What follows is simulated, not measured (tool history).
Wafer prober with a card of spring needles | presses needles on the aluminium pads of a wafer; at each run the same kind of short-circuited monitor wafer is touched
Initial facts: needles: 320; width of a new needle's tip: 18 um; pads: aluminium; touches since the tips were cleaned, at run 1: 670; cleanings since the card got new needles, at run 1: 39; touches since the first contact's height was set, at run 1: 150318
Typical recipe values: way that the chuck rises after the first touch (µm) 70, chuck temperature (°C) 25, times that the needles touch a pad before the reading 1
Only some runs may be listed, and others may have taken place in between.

run     day  way that the chuck rises after the first touch (µm)  chuck temperature (°C)  times that the needles touch a pad before the reading  touches since the tips were cleaned  cleanings since the card got new needles  touches since the first contact's height was set  resistance of one needle with its contact and lead (mohm)  way that a needle slides on the pad (µm)
  1   0.000                                                   70                      25                                                      1                                  670                                        39                                            150318                                                        266                                     12.32
  2   0.304                                                   70                      25                                                      1                                 3293                                        39                                            152941                                                        341                                     12.31
      0.342  -- tips cleaned on abrasive film
  3   0.654                                                   70                      25                                                      1                                 2702                                        40                                            155958                                                        337                                     12.36
      0.738  -- tips cleaned on abrasive film
  4   1.088                                                   70                      68                                                      1                                 3019                                        41                                            159675                                                        340                                     12.34
      1.129  -- tips cleaned on abrasive film
  5   1.321                                                   70                      25                                                      1                                 1666                                        42                                            161667                                                        309                                     12.25
      1.538  -- tips cleaned on abrasive film
  6   1.708                                                   70                      25                                                      1                                 1479                                        43                                            164990                                                        303                                     12.34
      1.950  -- tips cleaned on abrasive film
  7   1.958                                                   70                      25                                                      1                                   76                                        44                                            167147                                                        238                                     12.26
      2.342  -- tips cleaned on abrasive film
  8   2.350                                                   70                      25                                                      1                                   50                                        45                                            170492                                                        238                                     12.20
  9   2.679                                                   70                      31                                                      1                                 2911                                        45                                            173353                                                        344                                     12.30
      2.742  -- tips cleaned on abrasive film
 10   3.088                                                   70                      31                                                      1                                 2988                                        46                                            176865                                                        342                                     12.20
      3.146  -- tips cleaned on abrasive film
 11   3.479                                                   70                      31                                                      1                                 2903                                        47                                            180236                                                        339                                     12.20
      3.538  -- tips cleaned on abrasive film
      3.933  -- tips cleaned on abrasive film
 12   3.933                                                   70                      31                                                      1                                    0                                        49                                            184099                                                        239                                     12.24
      4.321  -- tips cleaned on abrasive film
      4.333  -- height of the first contact set anew
 13   4.367                                                   70                      25                                                      1                                  302                                        50                                               302                                                        245                                     12.86
 14   4.667                                                   77                      25                                                      1                                 2907                                        50                                              2907                                                        314                                     14.12
      4.729  -- tips cleaned on abrasive film
      5.125  -- tips cleaned on abrasive film
 15   5.125                                                   77                      25                                                      1                                    0                                        52                                              6798                                                        222                                     14.08
 16   5.333                                                   77                      25                                                      1                                 1794                                        52                                              8592                                                        284                                     14.11
      5.512  -- tips cleaned on abrasive film
 17   5.750                                                   77                      25                                                      1                                 2041                                        53                                             12183                                                        299                                     14.10
      5.917  -- tips cleaned on abrasive film
 18   6.188                                                   83                      35                                                      3                                 2360                                        54                                             15952                                                        245                                     15.19
      6.317  -- tips cleaned on abrasive film
 19   6.379                                                   83                      39                                                      3                                  558                                        55                                             17597                                                        232                                     15.12
      6.708  -- tips cleaned on abrasive film
 20   6.846                                                   83                      39                                                      3                                 1220                                        56                                             21607                                                        240                                     15.19
      7.096  -- tips cleaned on abrasive film
 21   7.192                                                   83                      39                                                      3                                  828                                        57                                             24551                                                        237                                     15.09
      7.496  -- tips cleaned on abrasive film
 22   7.525                                                   82                      36                                                      2                                  239                                        58                                             27408                                                        228                                     15.02
 23   7.796                                                   72                     114                                                      2                                 2594                                        58                                             29763                                                        288                                     13.20
      7.892  -- tips cleaned on abrasive film
 24   8.096                                                   53                      56                                                      3                                 1785                                        59                                             32337                                                        277                                      9.67
      8.279  -- tips cleaned on abrasive film
 25   8.442                                                   90                      56                                                      2                                 1413                                        60                                             35295                                                        252                                     16.44
      8.679  -- tips cleaned on abrasive film
 26   8.725                                                   72                      92                                                      1                                  422                                        61                                             37745                                                        264                                     13.03
 27   8.917                                                   71                      25                                                      2                                 2086                                        61                                             39409                                                        275                                     12.93
      9.067  -- tips cleaned on abrasive film
 28   9.225                                                   71                      25                                                      2                                 1386                                        62                                             42039                                                        255                                     12.83
 29   9.417                                                   55                      34                                                      2                                 3031                                        62                                             43684                                                        333                                      9.90
      9.454  -- tips cleaned on abrasive film
      9.850  -- tips cleaned on abrasive film
 30   9.879                                                   55                      33                                                      3                                  257                                        64                                             47661                                                        239                                      9.88
     10.250  -- tips cleaned on abrasive film
 31  10.250                                                   80                      70                                                      1                                    0                                        65                                             50815                                                        238                                     14.47
 32  10.508                                                   80                      47                                                      1                                 2253                                        65                                             53068                                                        298                                     14.47

How the hidden state differs across the entries between the runs, from the last listed run before each to the first after it:
Run 2 -> run 3: tips cleaned on abrasive film (day 0.342)
  debris on the tips, nm: 124.9 -> 110.4; way that the needles fall short of the set height, um: 2.67 -> 2.75; tips' diameter, um: 18.93 -> 18.96
  measured minus no-state result, resistance of one needle with its contact and lead (mohm): +127 -> +115; way that a needle slides on the pad (µm): -0.49 -> -0.51
Run 3 -> run 4: tips cleaned on abrasive film (day 0.738)
  debris on the tips, nm: 110.4 -> 113.2; way that the needles fall short of the set height, um: 2.75 -> 2.81; tips' diameter, um: 18.96 -> 18.98
  measured minus no-state result, resistance of one needle with its contact and lead (mohm): +115 -> +109; way that a needle slides on the pad (µm): -0.51 -> -0.52
Run 4 -> run 5: tips cleaned on abrasive film (day 1.129)
  debris on the tips, nm: 113.2 -> 79.3; way that the needles fall short of the set height, um: 2.81 -> 2.86; tips' diameter, um: 18.98 -> 19
  measured minus no-state result, resistance of one needle with its contact and lead (mohm): +109 -> +85; way that a needle slides on the pad (µm): -0.52 -> -0.53
Run 5 -> run 6: tips cleaned on abrasive film (day 1.538)
  way that the needles fall short of the set height, um: 2.86 -> 2.95; tips' diameter, um: 19 -> 19.03
  measured minus no-state result, resistance of one needle with its contact and lead (mohm): +85 -> +84; way that a needle slides on the pad (µm): -0.53 -> -0.54
Run 6 -> run 7: tips cleaned on abrasive film (day 1.950)
  debris on the tips, nm: 79.3 -> 14.7; way that the needles fall short of the set height, um: 2.95 -> 3.02; tips' diameter, um: 19.03 -> 19.06
  measured minus no-state result, resistance of one needle with its contact and lead (mohm): +84 -> +16; way that a needle slides on the pad (µm): -0.54 -> -0.56
Run 7 -> run 8: tips cleaned on abrasive film (day 2.342)
  debris on the tips, nm: 14.7 -> 14.2; way that the needles fall short of the set height, um: 3.02 -> 3.11; tips' diameter, um: 19.06 -> 19.09
  measured minus no-state result, resistance of one needle with its contact and lead (mohm): +16 -> +17; way that a needle slides on the pad (µm): -0.56 -> -0.57
Run 9 -> run 10: tips cleaned on abrasive film (day 2.742)
  debris on the tips, nm: 116 -> 113.7; way that the needles fall short of the set height, um: 3.11 -> 3.2; tips' diameter, um: 19.09 -> 19.12
  measured minus no-state result, resistance of one needle with its contact and lead (mohm): +122 -> +121; way that a needle slides on the pad (µm): -0.58 -> -0.59
Run 10 -> run 11: tips cleaned on abrasive film (day 3.146)
  debris on the tips, nm: 113.7 -> 110; way that the needles fall short of the set height, um: 3.2 -> 3.26; tips' diameter, um: 19.12 -> 19.14
  measured minus no-state result, resistance of one needle with its contact and lead (mohm): +121 -> +117; way that a needle slides on the pad (µm): -0.59 -> -0.60
Run 11 -> run 12: tips cleaned on abrasive film (day 3.538); tips cleaned on abrasive film (day 3.933)
  debris on the tips, nm: 110 -> 14.4; way that the needles fall short of the set height, um: 3.26 -> 3.37; tips' diameter, um: 19.14 -> 19.18
  measured minus no-state result, resistance of one needle with its contact and lead (mohm): +117 -> +17; way that a needle slides on the pad (µm): -0.60 -> -0.62
Run 12 -> run 13: tips cleaned on abrasive film (day 4.321); height of the first contact set anew (day 4.333)
  debris on the tips, nm: 14.4 -> 22.6; way that the needles fall short of the set height, um: 3.37 -> 0; tips' diameter, um: 19.18 -> 19.2
  measured minus no-state result, resistance of one needle with its contact and lead (mohm): +17 -> +23; way that a needle slides on the pad (µm): -0.62 -> +0.00
Run 14 -> run 15: tips cleaned on abrasive film (day 4.729); tips cleaned on abrasive film (day 5.125)
  debris on the tips, nm: 111.7 -> 5.8; way that the needles fall short of the set height, um: 0 -> 0.11; tips' diameter, um: 19.2 -> 19.24
  measured minus no-state result, resistance of one needle with its contact and lead (mohm): +94 -> +6; way that a needle slides on the pad (µm): +0.00 -> -0.02
Run 16 -> run 17: tips cleaned on abrasive film (day 5.512)
  debris on the tips, nm: 79.8 -> 93; way that the needles fall short of the set height, um: 0.11 -> 0.17; tips' diameter, um: 19.24 -> 19.26
  measured minus no-state result, resistance of one needle with its contact and lead (mohm): +67 -> +79; way that a needle slides on the pad (µm): -0.02 -> -0.03
Run 17 -> run 18: tips cleaned on abrasive film (day 5.917)
  debris on the tips, nm: 93 -> 96; way that the needles fall short of the set height, um: 0.17 -> 0.23; tips' diameter, um: 19.26 -> 19.28
  measured minus no-state result, resistance of one needle with its contact and lead (mohm): +79 -> +25; way that a needle slides on the pad (µm): -0.03 -> -0.04
Run 18 -> run 19: tips cleaned on abrasive film (day 6.317)
  debris on the tips, nm: 96 -> 38.1; way that the needles fall short of the set height, um: 0.23 -> 0.3; tips' diameter, um: 19.28 -> 19.31
  measured minus no-state result, resistance of one needle with its contact and lead (mohm): +25 -> +11; way that a needle slides on the pad (µm): -0.04 -> -0.05
Run 19 -> run 20: tips cleaned on abrasive film (day 6.708)
  debris on the tips, nm: 38.1 -> 64.1; way that the needles fall short of the set height, um: 0.3 -> 0.36; tips' diameter, um: 19.31 -> 19.33
  measured minus no-state result, resistance of one needle with its contact and lead (mohm): +11 -> +18; way that a needle slides on the pad (µm): -0.05 -> -0.07
Run 20 -> run 21: tips cleaned on abrasive film (day 7.096)
  debris on the tips, nm: 64.1 -> 52.1; way that the needles fall short of the set height, um: 0.36 -> 0.43; tips' diameter, um: 19.33 -> 19.35
  measured minus no-state result, resistance of one needle with its contact and lead (mohm): +18 -> +15; way that a needle slides on the pad (µm): -0.07 -> -0.07
Run 21 -> run 22: tips cleaned on abrasive film (day 7.496)
  debris on the tips, nm: 52.1 -> 23.4; way that the needles fall short of the set height, um: 0.43 -> 0.52; tips' diameter, um: 19.35 -> 19.38
  measured minus no-state result, resistance of one needle with its contact and lead (mohm): +15 -> +11; way that a needle slides on the pad (µm): -0.07 -> -0.09
Run 23 -> run 24: tips cleaned on abrasive film (day 7.892)
  debris on the tips, nm: 105.6 -> 82.4; way that the needles fall short of the set height, um: 0.52 -> 0.58; tips' diameter, um: 19.38 -> 19.4
  measured minus no-state result, resistance of one needle with its contact and lead (mohm): +53 -> +47; way that a needle slides on the pad (µm): -0.09 -> -0.11
Run 24 -> run 25: tips cleaned on abrasive film (day 8.279)
  debris on the tips, nm: 82.4 -> 71.8; way that the needles fall short of the set height, um: 0.58 -> 0.67; tips' diameter, um: 19.4 -> 19.43
  measured minus no-state result, resistance of one needle with its contact and lead (mohm): +47 -> +28; way that a needle slides on the pad (µm): -0.11 -> -0.12
Run 25 -> run 26: tips cleaned on abrasive film (day 8.679)
  debris on the tips, nm: 71.8 -> 32.1; way that the needles fall short of the set height, um: 0.67 -> 0.75; tips' diameter, um: 19.43 -> 19.46
  measured minus no-state result, resistance of one needle with its contact and lead (mohm): +28 -> +28; way that a needle slides on the pad (µm): -0.12 -> -0.13
Run 27 -> run 28: tips cleaned on abrasive film (day 9.067)
  debris on the tips, nm: 91 -> 67.3; way that the needles fall short of the set height, um: 0.75 -> 0.81; tips' diameter, um: 19.46 -> 19.48
  measured minus no-state result, resistance of one needle with its contact and lead (mohm): +55 -> +41; way that a needle slides on the pad (µm): -0.14 -> -0.15
Run 29 -> run 30: tips cleaned on abrasive film (day 9.454); tips cleaned on abrasive film (day 9.850)
  debris on the tips, nm: 114.8 -> 22.2; way that the needles fall short of the set height, um: 0.81 -> 0.95; tips' diameter, um: 19.48 -> 19.53
  measured minus no-state result, resistance of one needle with its contact and lead (mohm): +107 -> +14; way that a needle slides on the pad (µm): -0.15 -> -0.18
Run 30 -> run 31: tips cleaned on abrasive film (day 10.250)
  debris on the tips, nm: 22.2 -> 12.4; way that the needles fall short of the set height, um: 0.95 -> 1.02; tips' diameter, um: 19.53 -> 19.55
  measured minus no-state result, resistance of one needle with its contact and lead (mohm): +14 -> +11; way that a needle slides on the pad (µm): -0.18 -> -0.18
